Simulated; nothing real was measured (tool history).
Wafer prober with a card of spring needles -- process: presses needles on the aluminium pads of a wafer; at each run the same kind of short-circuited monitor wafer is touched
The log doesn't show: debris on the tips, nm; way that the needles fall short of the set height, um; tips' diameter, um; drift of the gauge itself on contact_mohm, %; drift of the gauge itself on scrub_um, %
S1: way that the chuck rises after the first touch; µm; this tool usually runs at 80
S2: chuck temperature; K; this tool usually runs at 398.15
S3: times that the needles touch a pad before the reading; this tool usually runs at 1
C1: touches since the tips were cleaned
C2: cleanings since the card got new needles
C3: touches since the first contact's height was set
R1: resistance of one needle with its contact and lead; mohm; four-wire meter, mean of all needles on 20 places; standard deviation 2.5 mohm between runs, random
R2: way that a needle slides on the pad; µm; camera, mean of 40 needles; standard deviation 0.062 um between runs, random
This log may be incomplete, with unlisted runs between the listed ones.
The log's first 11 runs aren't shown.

run     day  S1      S2  S3    C1  C2      C3   R1     R2
 12   9.112  80  398.15   2  3909  31  174284  280  18.39
      9.308  -- tips cleaned on abrasive film
 13  10.004  80  398.15   2  3919  32  179273  281  18.34
     10.242  -- tips cleaned on abrasive film
 14  10.942  80  398.15   1  3957  33  184547  286  18.33
     11.175  -- tips cleaned on abrasive film
 15  11.817  80  398.15   1  3635  34  189449  286  18.44
     12.138  -- tips cleaned on abrasive film
 16  12.896  80  303.15   1  4274  35  195492  255  18.45
     13.071  -- tips cleaned on abrasive film
 17  13.629  80  303.15   1  3145  36  199608  257  18.45
     14.004  -- tips cleaned on abrasive film
 18  14.792  80  303.15   1  4435  37  206123  257  18.50
     14.904  -- tips cleaned on abrasive film
     15.433  -- height of the first contact set anew
     15.838  -- tips cleaned on abrasive film
 19  15.954  80  359.15   1   652  39    2901  273  18.45
     16.762  -- tips cleaned on abrasive film
 20  16.879  80  332.15   1   655  40    8078  263  18.62
     17.675  -- tips cleaned on abrasive film
 21  17.996  61  324.15   2  1828  41   14359  267  14.22
     18.617  -- tips cleaned on abrasive film
 22  18.983  80  398.15   2  2074  42   19886  286  18.56
     19.500  -- tips cleaned on abrasive film
 23  20.017  80  398.15   2  2897  43   25671  279  18.52
     20.467  -- tips cleaned on abrasive film
 24  20.825  69  381.15   2  2008  44   30204  281  16.09
     21.446  -- tips cleaned on abrasive film
 25  21.562  97  298.15   3   660  45   34349  253  22.44
     22.342  -- tips cleaned on abrasive film
 26  22.342  97  298.15   3     0  46   38708  253  22.75
     23.275  -- gauge calibrated
     23.279  -- tips cleaned on abrasive film
 27  23.412  97  298.15   3   762  47   44717  252  21.96
     24.162  -- tips cleaned on abrasive film
 28  24.225  80  305.15   2   363  48   49268  254  18.19
     25.075  -- tips cleaned on abrasive film
 29  25.404  80  305.15   2  1850  49   55868  258  18.20
     26.004  -- tips cleaned on abrasive film
 30  26.079  82  384.15   2   431  50   59658  278  18.70
     26.942  -- tips cleaned on abrasive film
 31  27.225  82  332.15   2  1595  51   66078  265  18.61
     27.875  -- tips cleaned on abrasive film
 32  28.292  67  368.15   2  2345  52   72070  277  15.18

Each row is a separate what-if for the run after 32, all from the same tool condition, not one after another. Results?
     28.808  -- tips cleaned on abrasive film
  A  28.858  67  348.15   2  282  53  75242   ?   ?
     28.808  -- tips cleaned on abrasive film
  B  28.858  78  307.15   1  282  53  75242   ?   ?
     28.808  -- tips cleaned on abrasive film
  C  28.858  80  319.15   1  282  53  75242   ?   ?

run   R1     R2
  A  269  15.30
  B  257  17.71
  C  261  18.29
Without the tool's unlogged condition, the same runs would have read:
run   R1     R2
  A  268  15.21
  B  257  17.60
  C  261  18.19
